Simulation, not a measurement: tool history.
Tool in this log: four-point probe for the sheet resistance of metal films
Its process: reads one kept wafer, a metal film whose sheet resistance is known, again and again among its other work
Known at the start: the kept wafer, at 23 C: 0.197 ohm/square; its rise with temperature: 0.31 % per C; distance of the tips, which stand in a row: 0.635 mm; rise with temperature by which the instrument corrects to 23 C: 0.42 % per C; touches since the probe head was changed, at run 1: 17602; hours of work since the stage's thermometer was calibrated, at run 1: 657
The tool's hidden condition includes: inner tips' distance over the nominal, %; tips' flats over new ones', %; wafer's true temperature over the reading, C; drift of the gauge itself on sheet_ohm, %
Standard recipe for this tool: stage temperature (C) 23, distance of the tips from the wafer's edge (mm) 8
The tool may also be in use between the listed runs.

run   hour  stage temperature (C)  distance of the tips from the wafer's edge (mm)  touches since the probe head was changed  hours of work since the stage's thermometer was calibrated  sheet resistance as the instrument gives it (ohm/square)
  1    0.0                     23                                                8                                     17602                                                         657                                                  0.195772
  2   14.4                     23                                               25                                     18031                                                         666                                                  0.195258
  3   24.8                     23                                               25                                     18341                                                         673                                                  0.195278
  4   34.6                     26                                                8                                     18632                                                         679                                                  0.195212
  5   41.4                     26                                                8                                     18833                                                         683                                                  0.195298
  6   54.9                     26                                                8                                     19234                                                         691                                                  0.195162
  7   64.6                     26                                                8                                     19521                                                         697                                                  0.195190
  8   71.9                     26                                                8                                     19739                                                         701                                                  0.195184
  9   80.2                     26                                               40                                     19985                                                         706                                                  0.194579
 10   86.7                     26                                                4                                     20179                                                         710                                                  0.197060
 11   94.3                     23                                                8                                     20406                                                         715                                                  0.195745
 12  102.0                     23                                                8                                     20634                                                         720                                                  0.195801
 13  112.0                     23                                                8                                     20930                                                         726                                                  0.195825
 14  127.1                     23                                                8                                     21378                                                         735                                                  0.195802
 15  141.0                     20                                                8                                     21793                                                         743                                                  0.196464
 16  147.5                     20                                                8                                     21986                                                         747                                                  0.196456
 17  154.7                     20                                                8                                     22198                                                         752                                                  0.196417
 18  164.2                     20                                               47                                     22481                                                         758                                                  0.195799
 19  175.2                     20                                               47                                     22808                                                         764                                                  0.195818
 20  182.5                     23                                                8                                     23026                                                         769                                                  0.195855
 21  191.8                     23                                                8                                     23302                                                         774                                                  0.195856
 22  201.0                     23                                                8                                     23575                                                         780                                                  0.195754
 23  215.5                     23                                                8                                     24007                                                         789                                                  0.195757
 24  224.9                     23                                                8                                     24284                                                         795                                                  0.195763
 25  239.2                     23                                               47                                     24709                                                         803                                                  0.195132
 26  249.5                     20                                               11                                     25016                                                         810                                                  0.196215
 27  261.2                     24                                                9                                     25364                                                         817                                                  0.195407
 28  269.6                     23                                                5                                     25614                                                         822                                                  0.196794
 29  277.7                     23                                                5                                     25852                                                         827                                                  0.196726
 30  290.6                     23                                                5                                     26236                                                         835                                                  0.196747
 31  303.4                     20                                                5                                     26618                                                         843                                                  0.197503
 32  312.8                     28                                                5                                     26897                                                         848                                                  0.195707
 33  319.1                     24                                                5                                     27083                                                         852                                                  0.196540
 34  327.2                     20                                                7                                     27324                                                         857                                                  0.196624
 35  334.4                     20                                                7                                     27538                                                         861                                                  0.196614
 36  347.1                     19                                                6                                     27915                                                         869                                                  0.197126
 37  356.5                     19                                                6                                     28196                                                         875                                                  0.197063
 38  371.6                     20                                               16                                     28645                                                         884                                                  0.195878
 39  386.7                     34                                               43                                     29091                                                         893                                                  0.192816
 40  392.9                     34                                               43                                     29276                                                         897                                                  0.192795
 41  402.5                     23                                               25                                     29563                                                         903                                                  0.195049
 42  413.6                     18                                                8                                     29893                                                         910                                                  0.196816
 43  420.2                     30                                               33                                     30087                                                         914                                                  0.193559
 44  426.7                     26                                               66                                     30279                                                         918                                                  0.194424
 45  433.9                     32                                               15                                     30494                                                         922                                                  0.193410
 46  441.8                     32                                               15                                     30729                                                         927                                                  0.193397

Here are 3 independent what-if runs from the current tool condition. What would each one return?
  A  451.4                     33                                               15                                     31015                                                         933                                                         ?
  B  451.4                     27                                               18                                     31015                                                         933                                                         ?
  C  451.4                     32                                               47                                     31015                                                         933                                                         ?

run  sheet resistance as the instrument gives it (ohm/square)
  A                                                  0.193182
  B                                                  0.194356
  C                                                  0.193237
With the hidden condition removed and each run's random variation left untouched, the same runs would have given:
run  sheet resistance as the instrument gives it (ohm/square)
  A                                                  0.195116
  B                                                  0.196298
  C                                                  0.195171
